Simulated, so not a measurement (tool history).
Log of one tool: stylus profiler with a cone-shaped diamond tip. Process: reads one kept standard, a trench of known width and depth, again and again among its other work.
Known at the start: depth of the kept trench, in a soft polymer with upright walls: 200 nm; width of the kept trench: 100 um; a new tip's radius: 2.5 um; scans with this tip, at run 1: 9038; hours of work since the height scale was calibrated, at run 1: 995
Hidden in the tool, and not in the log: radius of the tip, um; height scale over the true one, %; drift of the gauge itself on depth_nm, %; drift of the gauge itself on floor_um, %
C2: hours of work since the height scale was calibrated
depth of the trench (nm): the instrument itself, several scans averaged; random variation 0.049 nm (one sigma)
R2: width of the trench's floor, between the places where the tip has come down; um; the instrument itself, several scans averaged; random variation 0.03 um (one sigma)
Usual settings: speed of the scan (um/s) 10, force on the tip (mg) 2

Run 1, hour 0: usual settings; scans with this tip 9038; C2 995. Result: depth of the trench (nm) 202.2, R2 97.79 um.
Run 2, hour 78.3: usual settings; scans with this tip 9326; C2 1027. Result: depth of the trench (nm) 202, R2 97.68 um.
Run 3, hour 144.1: usual settings; scans with this tip 9568; C2 1053. Result: depth of the trench (nm) 202.13, R2 97.73 um.
Run 4, hour 206.8: usual settings; scans with this tip 9800; C2 1079. Result: depth of the trench (nm) 202.11, R2 97.73 um.
Run 5, hour 335.7: usual settings but force on the tip (mg) 4.34; scans with this tip 10274; C2 1131. Result: depth of the trench (nm) 203.17, R2 97.71 um.
Run 6, hour 466.4: usual settings; scans with this tip 10755; C2 1184. Result: depth of the trench (nm) 202.22, R2 97.65 um.
Run 7, hour 525.2: usual settings; scans with this tip 10972; C2 1208. Result: depth of the trench (nm) 202.28, R2 97.66 um.
Run 8, hour 665.8: usual settings; scans with this tip 11490; C2 1265. Result: depth of the trench (nm) 202.17, R2 97.68 um.
At hour 732.7: height scale calibrated on a step standard.
Run 9, hour 772.5: usual settings but speed of the scan (um/s) 22; scans with this tip 11881; C2 16. Result: depth of the trench (nm) 202.72, R2 97.66 um.
Run 10, hour 883.5: usual settings but speed of the scan (um/s) 22; scans with this tip 12290; C2 61. Result: depth of the trench (nm) 202.8, R2 97.61 um.
Run 11, hour 1002.8: usual settings but speed of the scan (um/s) 22, force on the tip (mg) 4.46; scans with this tip 12729; C2 109. Result: depth of the trench (nm) 203.84, R2 97.65 um.
Run 12, hour 1068.8: usual settings but speed of the scan (um/s) 22, force on the tip (mg) 4.46; scans with this tip 12972; C2 136. Result: depth of the trench (nm) 203.86, R2 97.69 um.
Run 13, hour 1145.5: usual settings but speed of the scan (um/s) 22, force on the tip (mg) 1.19; scans with this tip 13255; C2 167. Result: depth of the trench (nm) 202.4, R2 97.54 um.
Run 14, hour 1220.5: usual settings but speed of the scan (um/s) 22, force on the tip (mg) 1.19; scans with this tip 13531; C2 198. Result: depth of the trench (nm) 202.34, R2 97.59 um.
At hour 1283.7: height scale calibrated on a step standard, once more.
Run 15, hour 1326.2: usual settings but speed of the scan (um/s) 26; scans with this tip 13919; C2 17. Result: depth of the trench (nm) 201.37, R2 97.49 um.
Run 16, hour 1442.4: usual settings but speed of the scan (um/s) 26; scans with this tip 14347; C2 64. Result: depth of the trench (nm) 201.46, R2 97.53 um.
Run 17, hour 1545.6: usual settings but speed of the scan (um/s) 26; scans with this tip 14727; C2 106. Result: depth of the trench (nm) 201.43, R2 97.48 um.
Run 18, hour 1655.4: usual settings but speed of the scan (um/s) 26; scans with this tip 15131; C2 151. Result: depth of the trench (nm) 201.42, R2 97.52 um.
Run 19, hour 1782.6: usual settings but speed of the scan (um/s) 35; scans with this tip 15600; C2 202. Result: depth of the trench (nm) 201.47, R2 97.43 um.
Run 20, hour 1866.4: usual settings but speed of the scan (um/s) 33; scans with this tip 15908; C2 236. Result: depth of the trench (nm) 201.52, R2 97.44 um.
Run 21, hour 2005.1: usual settings but speed of the scan (um/s) 33; scans with this tip 16419; C2 292. Result: depth of the trench (nm) 201.55, R2 97.46 um.
Run 22, hour 2111.9: usual settings but force on the tip (mg) 3.57; scans with this tip 16812; C2 336. Result: depth of the trench (nm) 202.26, R2 97.54 um.
Run 23, hour 2235.4: usual settings but force on the tip (mg) 3.57; scans with this tip 17267; C2 386. Result: depth of the trench (nm) 202.34, R2 97.55 um.
Run 24, hour 2361.4: usual settings but force on the tip (mg) 1.28; scans with this tip 17732; C2 437. Result: depth of the trench (nm) 201.22, R2 97.5 um.
Run 25, hour 2438.8: usual settings but speed of the scan (um/s) 5, force on the tip (mg) 2.68; scans with this tip 18017; C2 468. Result: depth of the trench (nm) 201.93, R2 97.51 um.
Run 26, hour 2553.1: usual settings but speed of the scan (um/s) 38, force on the tip (mg) 2.84; scans with this tip 18437; C2 515. Result: depth of the trench (nm) 202.09, R2 97.41 um.
Run 27, hour 2670.8: usual settings but speed of the scan (um/s) 2, force on the tip (mg) 1.34; scans with this tip 18871; C2 562. Result: depth of the trench (nm) 201.38, R2 97.53 um.
Run 28, hour 2797.3: usual settings but speed of the scan (um/s) 2, force on the tip (mg) 1.34; scans with this tip 19337; C2 614. Result: depth of the trench (nm) 201.35, R2 97.52 um.
Run 29, hour 2896.5: usual settings but force on the tip (mg) 1.93; scans with this tip 19702; C2 654. Result: depth of the trench (nm) 201.7, R2 97.41 um.
Run 30, hour 2993.9: usual settings but force on the tip (mg) 1.93; scans with this tip 20061; C2 693. Result: depth of the trench (nm) 201.8, R2 97.5 um.
Run 31, hour 3053.4: usual settings but speed of the scan (um/s) 36, force on the tip (mg) 4.68; scans with this tip 20280; C2 717. Result: depth of the trench (nm) 202.84, R2 97.35 um.
Run 32, hour 3174: usual settings but speed of the scan (um/s) 36, force on the tip (mg) 4.68; scans with this tip 20724; C2 766. Result: depth of the trench (nm) 203, R2 97.37 um.
Run 33, hour 3299.4: usual settings but speed of the scan (um/s) 12, force on the tip (mg) 1.57; scans with this tip 21186; C2 817. Result: depth of the trench (nm) 201.64, R2 97.41 um.
Run 34, hour 3371.5: usual settings but speed of the scan (um/s) 12, force on the tip (mg) 1.57; scans with this tip 21452; C2 846. Result: depth of the trench (nm) 201.78, R2 97.42 um.
Run 35, hour 3500.6: usual settings but speed of the scan (um/s) 12, force on the tip (mg) 1.57; scans with this tip 21927; C2 899. Result: depth of the trench (nm) 201.7, R2 97.36 um.
Run 36, hour 3579.3: usual settings but speed of the scan (um/s) 2, force on the tip (mg) 1.89; scans with this tip 22217; C2 931. Result: depth of the trench (nm) 201.93, R2 97.38 um.
Run 37, hour 3647.7: usual settings but speed of the scan (um/s) 2, force on the tip (mg) 1.89; scans with this tip 22469; C2 958. Result: depth of the trench (nm) 201.9, R2 97.38 um.
Run 38, hour 3725.6: usual settings but speed of the scan (um/s) 2, force on the tip (mg) 1.89; scans with this tip 22756; C2 990. Result: depth of the trench (nm) 201.94, R2 97.42 um.
Run 39, hour 3863.8: usual settings but speed of the scan (um/s) 2, force on the tip (mg) 1.89; scans with this tip 23265; C2 1046. Result: depth of the trench (nm) 201.92, R2 97.36 um.
Run 40, hour 3922.9: usual settings but force on the tip (mg) 0.72; scans with this tip 23483; C2 1070. Result: depth of the trench (nm) 201.22, R2 97.37 um.
Run 41, hour 3984.6: usual settings but speed of the scan (um/s) 5, force on the tip (mg) 3.34; scans with this tip 23710; C2 1095. Result: depth of the trench (nm) 202.62, R2 97.34 um.
Run 42, hour 4068: usual settings but speed of the scan (um/s) 39, force on the tip (mg) 0.7; scans with this tip 24017; C2 1129. Result: depth of the trench (nm) 201.21, R2 97.13 um.
Run 43, hour 4205.1: usual settings but speed of the scan (um/s) 6, force on the tip (mg) 2.45; scans with this tip 24522; C2 1184. Result: depth of the trench (nm) 202.25, R2 97.31 um.
Run 44, hour 4271.1: usual settings but speed of the scan (um/s) 7; scans with this tip 24765; C2 1211. Result: depth of the trench (nm) 202.12, R2 97.31 um.
Run 45, hour 4379.8: usual settings but speed of the scan (um/s) 4, force on the tip (mg) 3.72; scans with this tip 25166; C2 1255. Result: depth of the trench (nm) 202.91, R2 97.31 um.
At hour 4465.1: height scale calibrated on a step standard.
Run 46, hour 4508.7: usual settings but speed of the scan (um/s) 18, force on the tip (mg) 1; scans with this tip 25638; C2 18. Result: depth of the trench (nm) 200.96, R2 97.24 um.
Run 47, hour 4635.5: usual settings but force on the tip (mg) 1.44; scans with this tip 26105; C2 69. Result: depth of the trench (nm) 201.24, R2 97.28 um.

Forecast each of these 3 alternatives for the next run:
Run A, hour 4704.6: usual settings but speed of the scan (um/s) 4, force on the tip (mg) 2.55; scans with this tip 26360; C2 97. Result: depth of the trench (nm) ?, R2 ?.
Run B, hour 4704.6: usual settings but force on the tip (mg) 1.75; scans with this tip 26360; C2 97. Result: depth of the trench (nm) ?, R2 ?.
Run C, hour 4704.6: usual settings but speed of the scan (um/s) 35, force on the tip (mg) 2.08; scans with this tip 26360; C2 97. Result: depth of the trench (nm) ?, R2 ?.

run  depth of the trench (nm)     R2
  A                    201.74  97.34
  B                     201.5  97.27
  C                     201.6  97.21
Without the tool's hidden state the same runs would have given:
run  depth of the trench (nm)     R2
  A                    201.66  98.07
  B                    201.42  98.01
  C                    201.52  97.95
